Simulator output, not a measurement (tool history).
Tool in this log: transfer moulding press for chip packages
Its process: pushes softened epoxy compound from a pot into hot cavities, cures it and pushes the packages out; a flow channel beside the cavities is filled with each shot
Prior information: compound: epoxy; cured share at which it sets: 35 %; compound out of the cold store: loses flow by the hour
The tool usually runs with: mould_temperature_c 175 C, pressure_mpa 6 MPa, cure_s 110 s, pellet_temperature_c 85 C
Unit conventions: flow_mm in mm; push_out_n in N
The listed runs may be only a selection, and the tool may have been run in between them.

run	day	mould_temperature_c	pressure_mpa	cure_s	pellet_temperature_c	incoming compound's hours out of the cold store	flow_mm	push_out_n
1	0	175	6	110	85	41.7	631	300
2	0.221	175	6	110	85	11.2	756	319
3	0.554	175	6	110	85	43.9	615	333
4	0.879	175	6	110	85	10.8	754	336
5	1.05	175	6	110	85	46.2	611	334
6	1.271	175	6	110	85	9.5	749	370
7	1.458	175	6	110	85	47.7	602	345

Expected results for the next run?
8	1.621	175	6	112	85	22.1	?	?

flow_mm: 696 mm
push_out_n: 357 N
Without the tool's hidden state the same run would have given flow_mm 750 mm, push_out_n 201 N.

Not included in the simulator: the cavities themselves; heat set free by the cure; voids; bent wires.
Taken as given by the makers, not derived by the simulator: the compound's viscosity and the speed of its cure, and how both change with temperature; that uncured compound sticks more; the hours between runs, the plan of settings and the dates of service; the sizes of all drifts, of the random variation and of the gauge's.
